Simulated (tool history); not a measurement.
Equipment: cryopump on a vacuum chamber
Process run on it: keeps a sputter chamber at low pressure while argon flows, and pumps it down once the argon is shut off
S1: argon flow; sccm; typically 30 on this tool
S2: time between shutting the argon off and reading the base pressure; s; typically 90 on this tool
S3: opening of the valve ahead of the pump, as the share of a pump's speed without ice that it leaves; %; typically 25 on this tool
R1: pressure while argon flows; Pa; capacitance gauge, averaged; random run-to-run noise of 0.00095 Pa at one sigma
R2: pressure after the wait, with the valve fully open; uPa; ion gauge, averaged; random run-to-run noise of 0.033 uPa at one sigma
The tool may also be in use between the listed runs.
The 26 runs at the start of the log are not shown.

| run | day | S1 | S2 | S3 | R1 | R2 |
|---|---|---|---|---|---|---|
| 27 | 93.312 | 40 | 58 | 53 | 0.14 | 4.04 |
| 28 | 97.65 | 24 | 80 | 47 | 0.0933 | 3.59 |
| 29 | 101.683 | 24 | 80 | 47 | 0.0941 | 3.86 |
| 30 | 105.6 | 30 | 172 | 51 | 0.1109 | 3.15 |
| 31 | 110.375 | 23 | 235 | 18 | 0.2248 | 3.22 |
| 32 | 114.338 | 18 | 235 | 22 | 0.1469 | 3.41 |
| 33 | 116.642 | 18 | 235 | 22 | 0.1474 | 3.52 |
| 34 | 121.488 | 48 | 235 | 22 | 0.3979 | 3.82 |
| 35 | 123.6 | 48 | 235 | 33 | 0.2695 | 3.92 |

Alternative continuations, all from the tool just after run 35; predict every row:
| A | 127.692 | 15 | 235 | 33 | ? | ? |
| B | 127.692 | 32 | 90 | 25 | ? | ? |
| C | 127.692 | 34 | 90 | 25 | ? | ? |

| run | R1 | R2 |
|---|---|---|
| A | 0.0845 | 4.05 |
| B | 0.234 | 5.14 |
| C | 0.2489 | 4.9 |
Take away the tool's hidden state, keep each run's random variation, and the runs would have read:
| run | R1 | R2 |
|---|---|---|
| A | 0.0751 | 0.86 |
| B | 0.2142 | 1.82 |
| C | 0.2278 | 1.73 |
